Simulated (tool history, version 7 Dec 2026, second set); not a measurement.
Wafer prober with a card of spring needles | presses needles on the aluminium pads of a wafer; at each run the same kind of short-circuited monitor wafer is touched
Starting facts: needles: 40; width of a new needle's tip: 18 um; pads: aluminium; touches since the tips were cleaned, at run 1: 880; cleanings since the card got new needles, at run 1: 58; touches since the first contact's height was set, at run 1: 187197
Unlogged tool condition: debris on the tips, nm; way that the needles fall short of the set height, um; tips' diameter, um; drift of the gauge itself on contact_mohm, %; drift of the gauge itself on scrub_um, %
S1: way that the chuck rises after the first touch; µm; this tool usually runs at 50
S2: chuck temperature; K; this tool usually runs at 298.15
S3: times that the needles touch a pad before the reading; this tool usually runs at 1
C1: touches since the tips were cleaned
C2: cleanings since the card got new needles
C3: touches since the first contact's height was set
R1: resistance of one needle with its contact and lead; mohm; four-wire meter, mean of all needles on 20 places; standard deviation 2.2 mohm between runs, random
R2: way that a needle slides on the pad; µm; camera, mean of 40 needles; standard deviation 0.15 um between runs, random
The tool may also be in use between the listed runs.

Run 1, hour 0.0: usual settings; C1 880; C2 58; C3 187197. Result: R1 355 mohm, R2 11.29 µm.
At hour 7.6: tips cleaned on abrasive film.
At hour 18.5: tips cleaned on abrasive film.
Run 2, hour 18.5: usual settings but S2 299.15 K; C1 0; C2 60; C3 192831. Result: R1 293 mohm, R2 11.27 µm.
At hour 28.2: tips cleaned on abrasive film.
Run 3, hour 30.7: usual settings but S2 299.15 K; C1 767; C2 61; C3 196551. Result: R1 353 mohm, R2 11.29 µm.
At hour 39.0: tips cleaned on abrasive film.
Run 4, hour 40.1: usual settings but S2 299.15 K, S3 2; C1 363; C2 62; C3 199427. Result: R1 302 mohm, R2 11.43 µm.
At hour 49.0: tips cleaned on abrasive film.
Run 5, hour 51.0: usual settings but S2 316.15 K; C1 618; C2 63; C3 202749. Result: R1 337 mohm, R2 11.06 µm.
At hour 58.9: tips cleaned on abrasive film.
At hour 68.6: tips cleaned on abrasive film.
Run 6, hour 71.2: usual settings but S2 316.15 K; C1 795; C2 65; C3 208885. Result: R1 359 mohm, R2 11.15 µm.
At hour 79.7: tips cleaned on abrasive film.
Run 7, hour 83.2: usual settings but S2 316.15 K; C1 1079; C2 66; C3 212560. Result: R1 395 mohm, R2 11.32 µm.
At hour 90.3: tips cleaned on abrasive film.
Run 8, hour 95.5: usual settings; C1 1611; C2 67; C3 216318. Result: R1 429 mohm, R2 10.96 µm.
At hour 101.3: tips cleaned on abrasive film.
At hour 101.6: height of the first contact set anew.
At hour 112.5: tips cleaned on abrasive film.
Run 9, hour 115.0: usual settings; C1 792; C2 69; C3 4088. Result: R1 332 mohm, R2 13.30 µm.
At hour 122.4: tips cleaned on abrasive film.
At hour 132.3: tips cleaned on abrasive film.
Run 10, hour 132.3: usual settings; C1 0; C2 71; C3 9346. Result: R1 273 mohm, R2 13.42 µm.
At hour 141.9: tips cleaned on abrasive film.
Run 11, hour 142.0: usual settings; C1 18; C2 72; C3 12296. Result: R1 275 mohm, R2 13.23 µm.
At hour 152.6: tips cleaned on abrasive film.
Run 12, hour 156.4: usual settings; C1 1164; C2 73; C3 16687. Result: R1 363 mohm, R2 13.06 µm.
At hour 163.5: tips cleaned on abrasive film.
Run 13, hour 170.9: usual settings; C1 2304; C2 74; C3 21136. Result: R1 426 mohm, R2 13.04 µm.
At hour 173.0: tips cleaned on abrasive film.
At hour 183.0: tips cleaned on abrasive film.
Run 14, hour 192.3: usual settings; C1 2850; C2 76; C3 27633. Result: R1 455 mohm, R2 13.19 µm.
At hour 194.0: tips cleaned on abrasive film.
At hour 204.2: tips cleaned on abrasive film.
Run 15, hour 204.4: usual settings; C1 54; C2 78; C3 31304. Result: R1 278 mohm, R2 12.95 µm.
At hour 213.9: tips cleaned on abrasive film.
Run 16, hour 217.5: usual settings; C1 1119; C2 79; C3 35305. Result: R1 339 mohm, R2 13.09 µm.
At hour 225.3: tips cleaned on abrasive film.
Run 17, hour 228.5: usual settings but S1 51 µm, S2 351.15 K; C1 976; C2 80; C3 38652. Result: R1 370 mohm, R2 13.06 µm.
At hour 236.1: tips cleaned on abrasive film.
Run 18, hour 241.9: usual settings but S1 54 µm, S2 351.15 K, S3 3; C1 1806; C2 81; C3 42768. Result: R1 313 mohm, R2 13.94 µm.
At hour 247.2: tips cleaned on abrasive film.
At hour 258.3: tips cleaned on abrasive film.
Run 19, hour 264.3: usual settings but S1 70 µm, S2 351.15 K, S3 3; C1 1862; C2 83; C3 49591. Result: R1 286 mohm, R2 17.89 µm.
At hour 269.4: tips cleaned on abrasive film.
At hour 280.4: tips cleaned on abrasive film.
Run 20, hour 284.2: usual settings but S1 49 µm, S2 318.15 K, S3 2; C1 1170; C2 85; C3 55642. Result: R1 328 mohm, R2 12.36 µm.
At hour 290.2: tips cleaned on abrasive film.
At hour 300.1: tips cleaned on abrasive film.
Run 21, hour 304.1: usual settings but S1 62 µm, S2 318.15 K, S3 2; C1 1225; C2 87; C3 61708. Result: R1 299 mohm, R2 16.03 µm.
At hour 310.6: tips cleaned on abrasive film.
At hour 320.3: tips cleaned on abrasive film.
Run 22, hour 324.0: usual settings but S1 40 µm, S2 300.15 K, S3 2; C1 1160; C2 89; C3 67785. Result: R1 370 mohm, R2 9.89 µm.
At hour 330.5: tips cleaned on abrasive film.
Run 23, hour 338.7: usual settings but S1 40 µm, S2 300.15 K, S3 2; C1 2521; C2 90; C3 72266. Result: R1 439 mohm, R2 9.93 µm.
At hour 341.8: tips cleaned on abrasive film.
Run 24, hour 348.3: usual settings but S1 35 µm, S2 335.15 K, S3 2; C1 1996; C2 91; C3 75172. Result: R1 491 mohm, R2 8.64 µm.
At hour 351.7: tips cleaned on abrasive film.
At hour 362.2: tips cleaned on abrasive film.
Run 25, hour 363.8: usual settings but S1 35 µm, S2 335.15 K, S3 2; C1 485; C2 93; C3 79878. Result: R1 345 mohm, R2 8.48 µm.
At hour 373.1: tips cleaned on abrasive film.
At hour 384.0: tips cleaned on abrasive film.
Run 26, hour 386.0: usual settings but S1 66 µm, S2 313.15 K; C1 628; C2 95; C3 86662. Result: R1 304 mohm, R2 16.54 µm.
At hour 394.4: tips cleaned on abrasive film.
Run 27, hour 401.6: usual settings but S1 55 µm, S2 313.15 K; C1 2224; C2 96; C3 91443. Result: R1 410 mohm, R2 13.54 µm.
At hour 404.3: tips cleaned on abrasive film.
At hour 414.5: tips cleaned on abrasive film.
Run 28, hour 420.2: usual settings but S1 69 µm, S2 332.15 K, S3 3; C1 1759; C2 98; C3 97102. Result: R1 288 mohm, R2 17.36 µm.
At hour 424.9: tips cleaned on abrasive film.
At hour 435.6: tips cleaned on abrasive film.
Run 29, hour 436.8: usual settings but S1 69 µm, S2 332.15 K, S3 3; C1 394; C2 100; C3 102148. Result: R1 266 mohm, R2 17.25 µm.
At hour 446.1: tips cleaned on abrasive film.
At hour 456.7: tips cleaned on abrasive film.
Run 30, hour 459.4: usual settings but S1 31 µm, S2 308.15 K, S3 3; C1 824; C2 102; C3 109027. Result: R1 395 mohm, R2 7.07 µm.
At hour 466.9: tips cleaned on abrasive film.
Run 31, hour 475.5: usual settings but S1 56 µm, S2 363.15 K; C1 2644; C2 103; C3 113953. Result: R1 432 mohm, R2 13.57 µm.
At hour 477.1: tips cleaned on abrasive film.
At hour 486.9: tips cleaned on abrasive film.
Run 32, hour 490.6: usual settings but S1 56 µm, S2 366.15 K; C1 1143; C2 105; C3 118546. Result: R1 358 mohm, R2 13.60 µm.

Predict each of these 3 candidate next runs independently; none follows another, all start after run 32:
At hour 497.2: tips cleaned on abrasive film.
At hour 507.6: tips cleaned on abrasive film.
Run A, hour 512.9: usual settings but S1 34 µm, S2 358.15 K; C1 1632; C2 107; C3 125351. Result: R1 ?, R2 ?.
At hour 497.2: tips cleaned on abrasive film.
At hour 507.6: tips cleaned on abrasive film.
Run B, hour 512.9: usual settings but S3 2; C1 1632; C2 107; C3 125351. Result: R1 ?, R2 ?.
At hour 497.2: tips cleaned on abrasive film.
At hour 507.6: tips cleaned on abrasive film.
Run C, hour 512.9: usual settings but S1 67 µm, S2 315.15 K; C1 1632; C2 107; C3 125351. Result: R1 ?, R2 ?.

run   R1     R2
  A  674   7.83
  B  369  11.99
  C  358  16.39
Without the tool's hidden state the same runs would have given:
run   R1     R2
  A  283   9.07
  B  253  13.22
  C  255  17.62

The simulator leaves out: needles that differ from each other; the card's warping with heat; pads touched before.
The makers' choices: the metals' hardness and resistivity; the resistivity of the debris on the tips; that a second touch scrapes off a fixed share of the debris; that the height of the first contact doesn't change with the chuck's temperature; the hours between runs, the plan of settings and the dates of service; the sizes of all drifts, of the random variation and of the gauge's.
